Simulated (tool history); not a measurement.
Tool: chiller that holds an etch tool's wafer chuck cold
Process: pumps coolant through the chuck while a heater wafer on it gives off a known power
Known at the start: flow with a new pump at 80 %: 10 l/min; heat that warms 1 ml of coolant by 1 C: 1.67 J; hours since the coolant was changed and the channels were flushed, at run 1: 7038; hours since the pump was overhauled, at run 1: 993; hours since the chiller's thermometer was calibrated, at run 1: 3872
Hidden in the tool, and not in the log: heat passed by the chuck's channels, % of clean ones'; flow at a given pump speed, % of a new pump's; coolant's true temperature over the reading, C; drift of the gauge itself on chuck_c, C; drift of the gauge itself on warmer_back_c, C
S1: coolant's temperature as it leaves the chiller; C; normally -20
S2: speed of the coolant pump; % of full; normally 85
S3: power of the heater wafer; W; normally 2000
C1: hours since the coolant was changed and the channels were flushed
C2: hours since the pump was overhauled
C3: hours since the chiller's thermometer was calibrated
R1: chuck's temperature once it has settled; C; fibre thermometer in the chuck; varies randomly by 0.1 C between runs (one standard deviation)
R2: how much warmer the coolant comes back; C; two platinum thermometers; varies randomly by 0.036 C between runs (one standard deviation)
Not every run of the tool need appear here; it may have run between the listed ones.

Run 1, hour 0: usual settings; C1 7038; C2 993; C3 3872. Result: R1 -2.6 C, R2 6.8 C.
Run 2, hour 63.5: usual settings; C1 7102; C2 1056; C3 3935. Result: R1 -2.4 C, R2 6.76 C.
Run 3, hour 109.3: usual settings; C1 7148; C2 1102; C3 3981. Result: R1 -2.4 C, R2 6.8 C.
Run 4, hour 205.2: usual settings; C1 7243; C2 1198; C3 4077. Result: R1 -2.4 C, R2 6.81 C.
Run 5, hour 265.9: usual settings; C1 7304; C2 1259; C3 4138. Result: R1 -2.4 C, R2 6.84 C.
At hour 316.2: coolant changed, channels flushed.
Run 6, hour 322.5: usual settings; C1 6; C2 1309; C3 4188. Result: R1 -4.8 C, R2 6.85 C.
Run 7, hour 428.9: usual settings; C1 113; C2 1416; C3 4295. Result: R1 -4.6 C, R2 6.82 C.
Run 8, hour 490.1: usual settings; C1 174; C2 1477; C3 4356. Result: R1 -4.8 C, R2 6.87 C.
Run 9, hour 580: usual settings but S3 1588 W; C1 264; C2 1567; C3 4446. Result: R1 -7.8 C, R2 5.4 C.
Run 10, hour 651.4: usual settings but S3 1324 W; C1 335; C2 1638; C3 4517. Result: R1 -10 C, R2 4.56 C.
Run 11, hour 719.7: usual settings but S2 80 % of full, S3 1324 W; C1 403; C2 1707; C3 4585. Result: R1 -9.3 C, R2 4.76 C.
Run 12, hour 823.4: usual settings but S2 80 % of full, S3 1324 W; C1 507; C2 1810; C3 4689. Result: R1 -9.5 C, R2 4.87 C.
Run 13, hour 908.1: usual settings but S2 80 % of full, S3 1324 W; C1 592; C2 1895; C3 4774. Result: R1 -9.3 C, R2 4.87 C.
Run 14, hour 983.4: usual settings but S2 80 % of full, S3 1324 W; C1 667; C2 1970; C3 4849. Result: R1 -9.3 C, R2 4.87 C.
Run 15, hour 1083.7: usual settings; C1 767; C2 2071; C3 4949. Result: R1 -4.4 C, R2 6.95 C.
Run 16, hour 1135.4: usual settings; C1 819; C2 2122; C3 5001. Result: R1 -4.5 C, R2 6.81 C.
Run 17, hour 1228.4: usual settings but S2 64 % of full; C1 912; C2 2215; C3 5094. Result: R1 0.4 C, R2 9.4 C.
Run 18, hour 1323.2: usual settings but S1 -26 C, S3 2215 W; C1 1007; C2 2310; C3 5189. Result: R1 -8.6 C, R2 7.69 C.
At hour 1374.8: chiller's thermometer calibrated.
Run 19, hour 1419.9: usual settings but S1 -26 C, S3 2215 W; C1 1103; C2 2406; C3 45. Result: R1 -9 C, R2 7.71 C.
Run 20, hour 1527: usual settings but S1 -26 C, S3 2215 W; C1 1210; C2 2513; C3 152. Result: R1 -9.1 C, R2 7.62 C.
Run 21, hour 1606.4: usual settings but S1 -26 C, S3 1304 W; C1 1289; C2 2592; C3 232. Result: R1 -16.5 C, R2 4.52 C.
At hour 1631: chiller's thermometer calibrated, once more.
Run 22, hour 1696.5: usual settings but S1 -22 C, S2 60 % of full, S3 1731 W; C1 1378; C2 2681; C3 65. Result: R1 -2.7 C, R2 8.76 C.
Run 23, hour 1781.3: usual settings but S1 -27 C; C1 1463; C2 2766; C3 150. Result: R1 -10.7 C, R2 6.96 C.
Run 24, hour 1865.7: usual settings but S1 -14 C, S2 98 % of full, S3 2132 W; C1 1547; C2 2851; C3 235. Result: R1 1.4 C, R2 6.39 C.
Run 25, hour 1949.8: usual settings but S1 -21 C, S2 60 % of full, S3 1944 W; C1 1632; C2 2935; C3 319. Result: R1 0.9 C, R2 9.81 C.
Run 26, hour 2017.3: usual settings but S2 91 % of full, S3 1269 W; C1 1699; C2 3002; C3 386. Result: R1 -10.4 C, R2 4.09 C.
Run 27, hour 2107.7: usual settings but S2 99 % of full; C1 1790; C2 3093; C3 477. Result: R1 -5.7 C, R2 5.94 C.
Run 28, hour 2158.2: usual settings but S2 99 % of full, S3 1934 W; C1 1840; C2 3143; C3 527. Result: R1 -5.9 C, R2 5.71 C.
Run 29, hour 2224.1: usual settings but S1 -27 C, S2 84 % of full, S3 1511 W; C1 1906; C2 3209; C3 593. Result: R1 -14.3 C, R2 5.34 C.
Run 30, hour 2294.4: usual settings but S1 -18 C, S2 64 % of full, S3 2385 W; C1 1976; C2 3279; C3 663. Result: R1 7.5 C, R2 11.24 C.
Run 31, hour 2364.7: usual settings but S1 -19 C, S2 93 % of full, S3 2455 W; C1 2046; C2 3350; C3 734. Result: R1 -0.1 C, R2 7.83 C.
Run 32, hour 2438.7: usual settings but S1 -13 C, S2 92 % of full, S3 2187 W; C1 2120; C2 3424; C3 808. Result: R1 3.9 C, R2 7.05 C.

Alternative continuations, all from the tool just after run 32; predict every row:
Run A, hour 2527.1: usual settings but S1 -28 C, S2 92 % of full, S3 2187 W; C1 2209; C2 3512; C3 896. Result: R1 ?, R2 ?.
Run B, hour 2527.1: usual settings but S2 91 % of full; C1 2209; C2 3512; C3 896. Result: R1 ?, R2 ?.
Run C, hour 2527.1: usual settings but S1 -13 C, S2 80 % of full, S3 2208 W; C1 2209; C2 3512; C3 896. Result: R1 ?, R2 ?.
Run D, hour 2527.1: usual settings but S1 -14 C, S2 67 % of full, S3 1063 W; C1 2209; C2 3512; C3 896. Result: R1 ?, R2 ?.

run     R1    R2
  A  -10.9  7.07
  B   -4.3  6.49
  C    6.1  8.27
  D     -3  4.85
Take away the tool's hidden state, keep each run's random variation, and the runs would have read:
run     R1    R2
  A  -11.9  6.79
  B   -5.2  6.23
  C    4.9  7.94
  D   -3.6  4.66

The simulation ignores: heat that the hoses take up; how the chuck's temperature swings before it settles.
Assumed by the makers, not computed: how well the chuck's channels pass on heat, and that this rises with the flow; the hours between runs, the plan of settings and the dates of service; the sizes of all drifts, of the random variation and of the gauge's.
